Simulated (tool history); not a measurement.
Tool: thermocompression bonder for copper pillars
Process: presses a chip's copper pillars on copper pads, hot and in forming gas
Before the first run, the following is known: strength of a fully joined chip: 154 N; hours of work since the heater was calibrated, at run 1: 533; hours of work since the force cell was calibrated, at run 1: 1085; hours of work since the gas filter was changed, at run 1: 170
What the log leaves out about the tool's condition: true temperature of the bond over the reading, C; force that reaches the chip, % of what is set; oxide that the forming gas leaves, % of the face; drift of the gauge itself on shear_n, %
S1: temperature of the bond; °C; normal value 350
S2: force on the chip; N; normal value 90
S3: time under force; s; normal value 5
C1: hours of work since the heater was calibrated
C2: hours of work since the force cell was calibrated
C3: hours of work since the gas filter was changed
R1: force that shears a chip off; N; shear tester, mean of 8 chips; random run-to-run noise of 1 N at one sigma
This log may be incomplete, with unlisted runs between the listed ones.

{"run": 1, "hour": 0.0, "S1": 350, "S2": 90, "S3": 5, "C1": 533, "C2": 1085, "C3": 170, "R1": 81.5}
{"hour": 15.0, "done": "heater calibrated with a thermocouple chip"}
{"hour": 55.2, "done": "forming gas filter changed"}
{"run": 2, "hour": 75.6, "S1": 350, "S2": 90, "S3": 5, "C1": 46, "C2": 1142, "C3": 16, "R1": 84.2}
{"run": 3, "hour": 139.1, "S1": 350, "S2": 90, "S3": 5, "C1": 95, "C2": 1191, "C3": 65, "R1": 80.4}
{"hour": 170.9, "done": "heater calibrated with a thermocouple chip, once more"}
{"run": 4, "hour": 209.2, "S1": 359, "S2": 90, "S3": 5, "C1": 30, "C2": 1243, "C3": 117, "R1": 96.2}
{"run": 5, "hour": 250.7, "S1": 350, "S2": 90, "S3": 5, "C1": 62, "C2": 1275, "C3": 149, "R1": 86.6}
{"run": 6, "hour": 297.7, "S1": 350, "S2": 90, "S3": 5, "C1": 98, "C2": 1312, "C3": 186, "R1": 86.5}
{"hour": 331.2, "done": "forming gas filter changed"}
{"run": 7, "hour": 346.2, "S1": 325, "S2": 90, "S3": 5, "C1": 135, "C2": 1349, "C3": 12, "R1": 75.1}
{"run": 8, "hour": 420.0, "S1": 327, "S2": 90, "S3": 5, "C1": 192, "C2": 1406, "C3": 69, "R1": 74.1}
{"run": 9, "hour": 462.7, "S1": 327, "S2": 90, "S3": 5, "C1": 225, "C2": 1438, "C3": 101, "R1": 73.6}
{"run": 10, "hour": 542.5, "S1": 327, "S2": 90, "S3": 5, "C1": 286, "C2": 1500, "C3": 163, "R1": 71.1}
{"hour": 604.1, "done": "forming gas filter changed"}
{"run": 11, "hour": 610.7, "S1": 327, "S2": 90, "S3": 5, "C1": 339, "C2": 1552, "C3": 5, "R1": 75.1}
{"run": 12, "hour": 690.7, "S1": 327, "S2": 90, "S3": 5, "C1": 400, "C2": 1614, "C3": 67, "R1": 72.4}
{"run": 13, "hour": 761.7, "S1": 325, "S2": 90, "S3": 5, "C1": 455, "C2": 1669, "C3": 122, "R1": 67.9}
{"run": 14, "hour": 800.5, "S1": 325, "S2": 90, "S3": 5, "C1": 485, "C2": 1699, "C3": 152, "R1": 67.1}
{"hour": 828.8, "done": "force cell calibrated"}
{"run": 15, "hour": 847.2, "S1": 325, "S2": 90, "S3": 5, "C1": 520, "C2": 14, "C3": 186, "R1": 61.7}
{"hour": 879.2, "done": "heater calibrated with a thermocouple chip"}
{"hour": 879.7, "done": "forming gas filter changed"}
{"run": 16, "hour": 895.1, "S1": 350, "S2": 90, "S3": 6, "C1": 12, "C2": 49, "C3": 12, "R1": 93.3}
{"run": 17, "hour": 929.0, "S1": 350, "S2": 56, "S3": 5, "C1": 38, "C2": 75, "C3": 38, "R1": 53.7}
{"run": 18, "hour": 962.7, "S1": 350, "S2": 56, "S3": 5, "C1": 64, "C2": 101, "C3": 64, "R1": 54.5}
{"run": 19, "hour": 1029.1, "S1": 350, "S2": 56, "S3": 5, "C1": 115, "C2": 153, "C3": 115, "R1": 52.5}
{"run": 20, "hour": 1084.5, "S1": 350, "S2": 56, "S3": 5, "C1": 158, "C2": 195, "C3": 158, "R1": 50.8}
{"hour": 1151.8, "done": "forming gas filter changed"}
{"run": 21, "hour": 1156.6, "S1": 350, "S2": 110, "S3": 15, "C1": 213, "C2": 251, "C3": 4, "R1": 134.4}
{"run": 22, "hour": 1193.3, "S1": 350, "S2": 90, "S3": 4, "C1": 242, "C2": 279, "C3": 32, "R1": 80.0}
{"run": 23, "hour": 1254.7, "S1": 350, "S2": 90, "S3": 4, "C1": 289, "C2": 326, "C3": 79, "R1": 78.4}
{"run": 24, "hour": 1289.6, "S1": 352, "S2": 70, "S3": 9, "C1": 316, "C2": 353, "C3": 106, "R1": 81.2}
{"run": 25, "hour": 1344.1, "S1": 338, "S2": 70, "S3": 4, "C1": 358, "C2": 395, "C3": 148, "R1": 51.8}
{"run": 26, "hour": 1401.6, "S1": 337, "S2": 76, "S3": 5, "C1": 402, "C2": 440, "C3": 193, "R1": 59.3}
{"hour": 1423.3, "done": "forming gas filter changed"}
{"run": 27, "hour": 1445.3, "S1": 337, "S2": 76, "S3": 5, "C1": 436, "C2": 473, "C3": 17, "R1": 63.9}
{"run": 28, "hour": 1500.0, "S1": 337, "S2": 76, "S3": 5, "C1": 478, "C2": 515, "C3": 59, "R1": 62.6}
{"run": 29, "hour": 1545.6, "S1": 350, "S2": 64, "S3": 5, "C1": 513, "C2": 550, "C3": 94, "R1": 58.0}
{"hour": 1591.8, "done": "heater calibrated with a thermocouple chip"}
{"run": 30, "hour": 1616.1, "S1": 348, "S2": 61, "S3": 4, "C1": 19, "C2": 603, "C3": 147, "R1": 53.8}
{"run": 31, "hour": 1668.5, "S1": 355, "S2": 62, "S3": 5, "C1": 59, "C2": 644, "C3": 188, "R1": 62.2}
{"hour": 1697.8, "done": "forming gas filter changed"}
{"run": 32, "hour": 1737.4, "S1": 355, "S2": 62, "S3": 5, "C1": 112, "C2": 696, "C3": 31, "R1": 67.0}
{"run": 33, "hour": 1774.8, "S1": 355, "S2": 62, "S3": 5, "C1": 141, "C2": 725, "C3": 59, "R1": 64.1}
{"run": 34, "hour": 1853.9, "S1": 355, "S2": 62, "S3": 5, "C1": 202, "C2": 786, "C3": 120, "R1": 62.0}
{"run": 35, "hour": 1900.6, "S1": 355, "S2": 62, "S3": 5, "C1": 238, "C2": 822, "C3": 156, "R1": 62.3}
{"run": 36, "hour": 1966.5, "S1": 355, "S2": 62, "S3": 5, "C1": 289, "C2": 873, "C3": 207, "R1": 60.6}
{"hour": 1973.3, "done": "forming gas filter changed"}
{"run": 37, "hour": 2005.6, "S1": 355, "S2": 62, "S3": 5, "C1": 318, "C2": 903, "C3": 25, "R1": 64.5}
{"run": 38, "hour": 2055.1, "S1": 355, "S2": 62, "S3": 5, "C1": 357, "C2": 941, "C3": 63, "R1": 62.1}
{"run": 39, "hour": 2111.0, "S1": 355, "S2": 62, "S3": 5, "C1": 400, "C2": 984, "C3": 106, "R1": 62.9}

How the hidden state differs across the entries between the runs, from the last listed run before each to the first after it:
After run 1, before run 2: heater calibrated with a thermocouple chip (hour 15.0); forming gas filter changed (hour 55.2)
  true temperature of the bond over the reading, C: -8.2 -> -13.3; force that reaches the chip, % of what is set: 105.2 -> 105.4; oxide that the forming gas leaves, % of the face: 8.95 -> 1.2
  measured result minus the result with no hidden state, R1: -9.5 -> -6.2 N
After run 3, before run 4: heater calibrated with a thermocouple chip, once more (hour 170.9)
  true temperature of the bond over the reading, C: -14.1 -> 0.4; force that reaches the chip, % of what is set: 105.6 -> 105.9; oxide that the forming gas leaves, % of the face: 3.44 -> 5.72
  measured result minus the result with no hidden state, R1: -8.4 -> -0.5 N
After run 6, before run 7: forming gas filter changed (hour 331.2)
  true temperature of the bond over the reading, C: -0.8 -> -1.3; force that reaches the chip, % of what is set: 106.2 -> 106.4; oxide that the forming gas leaves, % of the face: 8.69 -> 1.12
  measured result minus the result with no hidden state, R1: -3.4 -> +3.2 N
After run 10, before run 11: forming gas filter changed (hour 604.1)
  true temperature of the bond over the reading, C: -3.7 -> -4.6; force that reaches the chip, % of what is set: 107.2 -> 107.4; oxide that the forming gas leaves, % of the face: 7.92 -> 0.82
  measured result minus the result with no hidden state, R1: -3.2 -> +1.7 N
After run 14, before run 15: force cell calibrated (hour 828.8)
  true temperature of the bond over the reading, C: -7 -> -7.6; force that reaches the chip, % of what is set: 108.1 -> 100.2; oxide that the forming gas leaves, % of the face: 7.33 -> 8.83
  measured result minus the result with no hidden state, R1: -4.3 -> -10.9 N
After run 15, before run 16: heater calibrated with a thermocouple chip (hour 879.2); forming gas filter changed (hour 879.7)
  true temperature of the bond over the reading, C: -7.6 -> -0.4; force that reaches the chip, % of what is set: 100.2 -> 100.4; oxide that the forming gas leaves, % of the face: 8.83 -> 1.06
  measured result minus the result with no hidden state, R1: -10.9 -> -0.5 N
After run 20, before run 21: forming gas filter changed (hour 1151.8)
  true temperature of the bond over the reading, C: -2.9 -> -3.9; force that reaches the chip, % of what is set: 101.1 -> 101.4; oxide that the forming gas leaves, % of the face: 7.68 -> 0.81
  measured result minus the result with no hidden state, R1: -4.8 -> -1.7 N
After run 26, before run 27: forming gas filter changed (hour 1423.3)
  true temperature of the bond over the reading, C: -6.9 -> -7.4; force that reaches the chip, % of what is set: 102.3 -> 102.5; oxide that the forming gas leaves, % of the face: 9.45 -> 1.19
  measured result minus the result with no hidden state, R1: -8.8 -> -3.7 N
After run 29, before run 30: heater calibrated with a thermocouple chip (hour 1591.8)
  true temperature of the bond over the reading, C: -8.6 -> 0.7; force that reaches the chip, % of what is set: 102.9 -> 103.1; oxide that the forming gas leaves, % of the face: 4.55 -> 6.87
  measured result minus the result with no hidden state, R1: -5.8 -> -1.3 N
After run 31, before run 32: forming gas filter changed (hour 1697.8)
  true temperature of the bond over the reading, C: 0 -> -0.9; force that reaches the chip, % of what is set: 103.3 -> 103.5; oxide that the forming gas leaves, % of the face: 8.88 -> 1.92
  measured result minus the result with no hidden state, R1: -3.4 -> +0.9 N
After run 36, before run 37: forming gas filter changed (hour 1973.3)
  true temperature of the bond over the reading, C: -3.6 -> -4.1; force that reaches the chip, % of what is set: 104.4 -> 104.5; oxide that the forming gas leaves, % of the face: 9.95 -> 1.67
  measured result minus the result with no hidden state, R1: -5.6 -> -0.3 N
